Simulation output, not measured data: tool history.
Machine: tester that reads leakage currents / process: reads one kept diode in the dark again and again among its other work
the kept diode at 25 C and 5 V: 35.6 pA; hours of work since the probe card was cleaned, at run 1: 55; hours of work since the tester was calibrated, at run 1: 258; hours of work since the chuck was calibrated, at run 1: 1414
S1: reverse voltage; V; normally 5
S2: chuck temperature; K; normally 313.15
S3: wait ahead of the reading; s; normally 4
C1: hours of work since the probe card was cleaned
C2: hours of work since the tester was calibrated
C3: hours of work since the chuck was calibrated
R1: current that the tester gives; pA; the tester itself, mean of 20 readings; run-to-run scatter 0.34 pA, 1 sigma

run,hour,S1,S2,S3,C1,C2,C3,R1
1,0,5,313.15,4,55,258,1414,120.19
2,53.2,5,313.15,4,80,284,1439,121.21
3,132,5,313.15,4,117,321,1477,122.18
4,181.7,18.27,313.15,4,141,345,1500,192.79
5,236.4,18.27,313.15,4,167,371,1526,193.27
6,323.3,5,313.15,4,208,412,1567,122.11
7,409.9,5,313.15,4,249,453,1609,123.21
8,471.4,5,313.15,4,278,482,1638,123.3
9,550.1,5,313.15,4,316,520,1675,123.99
10,595.2,16.09,330.15,4,337,541,1697,589.47
11,648.7,3.94,316.15,0.39,363,566,1722,142.63
12,704.6,3.94,294.15,1.95,389,593,1748,28.09
13,773.1,7.8,294.15,1.95,422,626,1781,36.87
14,813.4,19.28,315.15,0.74,441,645,1800,235.43

Run 15 has not been measured yet. What should we expect?
15,886.7,11.73,329.15,0.74,476,680,1835,?

{"run 15": {"R1": 501.49}}
Minus the tool's unlogged condition, the same run would have read R1 452.86 pA.
